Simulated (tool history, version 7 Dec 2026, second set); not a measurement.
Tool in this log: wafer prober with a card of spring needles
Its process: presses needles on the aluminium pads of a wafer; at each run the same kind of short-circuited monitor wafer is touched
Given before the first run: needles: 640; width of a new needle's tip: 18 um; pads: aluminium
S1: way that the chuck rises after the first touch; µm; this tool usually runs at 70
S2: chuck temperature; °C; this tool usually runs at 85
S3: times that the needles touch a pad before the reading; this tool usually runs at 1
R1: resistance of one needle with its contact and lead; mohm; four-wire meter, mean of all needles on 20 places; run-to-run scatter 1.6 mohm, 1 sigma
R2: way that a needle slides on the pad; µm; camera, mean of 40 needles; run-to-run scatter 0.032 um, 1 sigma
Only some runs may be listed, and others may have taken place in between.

| run | hour | S1 | S2 | S3 | R1 | R2 |
|---|---|---|---|---|---|---|
| 1 | 0.0 | 70 | 85 | 1 | 151 | 11.29 |
|  | 25.7 | tips cleaned on abrasive film |
|  | 53.2 | tips cleaned on abrasive film |
| 2 | 60.3 | 70 | 85 | 1 | 151 | 11.31 |
|  | 76.7 | tips cleaned on abrasive film |
|  | 103.3 | tips cleaned on abrasive film |
| 3 | 104.4 | 70 | 85 | 1 | 150 | 11.38 |
|  | 128.1 | tips cleaned on abrasive film |
| 4 | 134.7 | 70 | 85 | 2 | 151 | 11.38 |
|  | 153.1 | tips cleaned on abrasive film |
|  | 178.3 | tips cleaned on abrasive film |
| 5 | 195.9 | 70 | 85 | 2 | 150 | 11.37 |
|  | 204.4 | tips cleaned on abrasive film |
|  | 231.7 | tips cleaned on abrasive film |
| 6 | 236.2 | 70 | 85 | 2 | 148 | 11.38 |
|  | 258.5 | tips cleaned on abrasive film |
|  | 282.3 | tips cleaned on abrasive film |
| 7 | 293.0 | 70 | 85 | 2 | 150 | 11.42 |
|  | 308.2 | tips cleaned on abrasive film |
|  | 332.6 | tips cleaned on abrasive film |
| 8 | 352.0 | 70 | 36 | 1 | 143 | 11.40 |
|  | 361.4 | tips cleaned on abrasive film |
|  | 388.3 | tips cleaned on abrasive film |
| 9 | 395.9 | 70 | 85 | 1 | 151 | 11.47 |
|  | 414.5 | tips cleaned on abrasive film |
| 10 | 427.2 | 70 | 85 | 3 | 150 | 11.41 |
|  | 438.1 | tips cleaned on abrasive film |
|  | 466.2 | tips cleaned on abrasive film |
|  | 492.7 | tips cleaned on abrasive film |
| 11 | 495.3 | 70 | 85 | 3 | 151 | 11.43 |
|  | 519.6 | tips cleaned on abrasive film |
|  | 543.4 | tips cleaned on abrasive film |
| 12 | 561.5 | 70 | 85 | 2 | 150 | 11.43 |
|  | 567.4 | tips cleaned on abrasive film |
|  | 591.7 | tips cleaned on abrasive film |
| 13 | 591.8 | 85 | 67 | 1 | 146 | 13.88 |
|  | 617.1 | tips cleaned on abrasive film |
| 14 | 624.5 | 62 | 67 | 2 | 149 | 10.10 |
|  | 643.6 | tips cleaned on abrasive film |
|  | 667.8 | tips cleaned on abrasive film |
| 15 | 667.8 | 58 | 59 | 1 | 147 | 9.48 |
|  | 694.5 | tips cleaned on abrasive film |
|  | 698.5 | height of the first contact set anew |
|  | 719.9 | tips cleaned on abrasive film |
| 16 | 727.2 | 87 | 85 | 1 | 149 | 14.24 |
|  | 743.4 | tips cleaned on abrasive film |
|  | 767.6 | tips cleaned on abrasive film |
|  | 793.0 | tips cleaned on abrasive film |
| 17 | 793.0 | 79 | 67 | 2 | 145 | 12.99 |

Run 18, settings as shown, results not yet in. Your forecast:
|  | 816.9 | tips cleaned on abrasive film |
| 18 | 831.5 | 79 | 67 | 2 | ? | ? |

{"run 18": {"R1": 147, "R2": 12.94}}
The same run, on a tool lacking any hidden state, would have yielded R1 146 mohm, R2 12.76 µm.

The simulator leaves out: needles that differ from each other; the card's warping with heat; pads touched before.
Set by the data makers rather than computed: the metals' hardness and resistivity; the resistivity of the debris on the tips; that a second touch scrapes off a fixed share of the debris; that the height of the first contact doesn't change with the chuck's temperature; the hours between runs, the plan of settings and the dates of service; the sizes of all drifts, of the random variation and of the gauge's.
